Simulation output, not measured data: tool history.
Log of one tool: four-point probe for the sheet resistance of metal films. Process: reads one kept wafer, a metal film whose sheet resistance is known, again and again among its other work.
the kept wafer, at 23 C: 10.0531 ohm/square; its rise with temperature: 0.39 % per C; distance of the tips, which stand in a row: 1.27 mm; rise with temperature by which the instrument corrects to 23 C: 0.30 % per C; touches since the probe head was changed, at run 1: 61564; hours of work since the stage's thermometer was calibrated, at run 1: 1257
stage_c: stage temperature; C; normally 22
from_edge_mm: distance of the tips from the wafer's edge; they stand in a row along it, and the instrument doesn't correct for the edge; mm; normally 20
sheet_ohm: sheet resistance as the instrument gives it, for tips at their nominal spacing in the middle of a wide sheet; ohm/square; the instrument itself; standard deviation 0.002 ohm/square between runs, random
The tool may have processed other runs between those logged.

run,hour,stage_c,from_edge_mm,touches since the probe head was changed,hours of work since the stage's thermometer was calibrated,sheet_ohm
1,0,22,20,61564,1257,9.927521
2,85.8,22,20,65965,1324,9.918832
3,171,22,20,70340,1390,9.912662
4,223.2,22,72,73018,1431,9.883611
5,294.2,19,20,76661,1486,9.874145
6,346.9,19,66,79365,1528,9.858785
7,437.2,18,66,83999,1598,9.833539
8,490.7,18,66,86744,1640,9.830205
9,540,22,20,89271,1678,9.885845
10,594.6,22,20,92072,1721,9.878029
11,632.6,22,20,94023,1751,9.873643
# hour 641.6: new probe head fitted
12,672.3,22,20,1574,1781,10.0975
13,751.1,34,20,5615,1842,10.188993
14,827.5,34,20,9538,1902,10.185415
15,894.2,19,20,12960,1954,10.047654
16,944.1,20,20,15522,1993,10.053799
17,1011,22,20,18953,2045,10.067911
18,1100.1,20,8,23524,2115,10.157178
19,1177.4,20,8,27489,2175,10.145422
20,1254.8,27,20,31464,2236,10.093288
21,1326.9,22,32,35160,2292,10.024234
22,1369.9,24,4,37369,2326,10.548021
23,1415.6,27,12,39711,2361,10.115577
24,1471.5,21,12,42583,2405,10.056945
25,1545.7,22,7,46392,2463,10.173746
26,1637.4,28,19,51095,2535,10.067788
27,1715.5,20,3,55103,2596,10.83894
# hour 1780.4: stage's thermometer calibrated
28,1789,25,25,58850,7,10.042745

The next listed run, before its measurement:
29,1874.6,22,4,63238,74,?

sheet_ohm: 10.509818 ohm/square
Take away the tool's hidden state, keep the run-to-run variation as it was, and the same run would have given sheet_ohm 10.559659 ohm/square.
